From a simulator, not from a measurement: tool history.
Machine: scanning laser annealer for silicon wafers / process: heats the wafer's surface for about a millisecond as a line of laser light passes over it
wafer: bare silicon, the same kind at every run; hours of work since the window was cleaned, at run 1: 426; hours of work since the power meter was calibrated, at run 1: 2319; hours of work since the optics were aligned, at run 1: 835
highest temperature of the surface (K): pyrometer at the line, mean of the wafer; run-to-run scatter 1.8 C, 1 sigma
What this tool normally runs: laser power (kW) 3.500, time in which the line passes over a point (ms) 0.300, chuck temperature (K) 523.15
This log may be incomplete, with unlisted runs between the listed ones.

run,hour,laser power (kW),time in which the line passes over a point (ms),chuck temperature (K),hours of work since the window was cleaned,hours of work since the power meter was calibrated,hours of work since the optics were aligned,highest temperature of the surface (K)
1,0.0,3.500,0.300,523.15,426,2319,835,1205.15
# hour 29.5: window over the wafer cleaned
2,60.9,3.500,0.300,523.15,24,2364,880,1176.15
3,98.1,3.500,0.300,519.15,52,2392,908,1168.15
4,174.8,3.500,0.333,519.15,110,2450,966,1199.15
5,222.1,3.500,0.333,486.15,146,2486,1002,1166.15
6,270.2,3.500,0.333,486.15,182,2522,1038,1161.15
7,351.9,3.500,0.333,486.15,244,2584,1100,1155.15
8,407.9,3.500,0.333,486.15,287,2626,1142,1152.15
9,457.6,3.500,0.300,523.15,324,2664,1180,1149.15
# hour 508.3: window over the wafer cleaned, once more
10,508.3,3.500,0.300,523.15,0,2701,1217,1249.15
11,548.3,3.442,0.238,523.15,30,2731,1247,1152.15
12,589.9,3.194,0.295,523.15,62,2763,1279,1179.15
# hour 633.6: optics aligned, line set to its width
13,654.7,3.244,0.287,514.15,107,2808,16,1167.15
14,734.0,3.244,0.287,514.15,167,2868,76,1165.15
15,790.1,3.181,0.300,491.15,210,2911,119,1137.15
16,827.9,3.500,0.287,518.15,238,2939,147,1211.15
17,910.4,3.498,0.315,560.15,301,3002,210,1287.15
18,947.8,3.360,0.315,560.15,329,3030,238,1253.15
19,1000.3,3.052,0.300,523.15,369,3070,278,1137.15
20,1054.2,3.052,0.300,523.15,410,3111,318,1130.15

Consider 3 possible next runs. They are alternatives, not a sequence: every one starts from the tool as it was left by run 20. What does each give?
# hour 1103.9: window over the wafer cleaned
A,1118.6,3.500,0.230,523.15,11,3158,366,?
# hour 1103.9: window over the wafer cleaned
B,1118.6,3.052,0.307,523.15,11,3158,366,?
# hour 1103.9: window over the wafer cleaned
C,1118.6,3.391,0.224,487.15,11,3158,366,?

run,highest temperature of the surface (K)
A,1154.15
B,1168.15
C,1089.15
The same runs, with their run-to-run variation unchanged, on a tool lacking any hidden condition would have given:
run,highest temperature of the surface (K)
A,1150.15
B,1164.15
C,1085.15
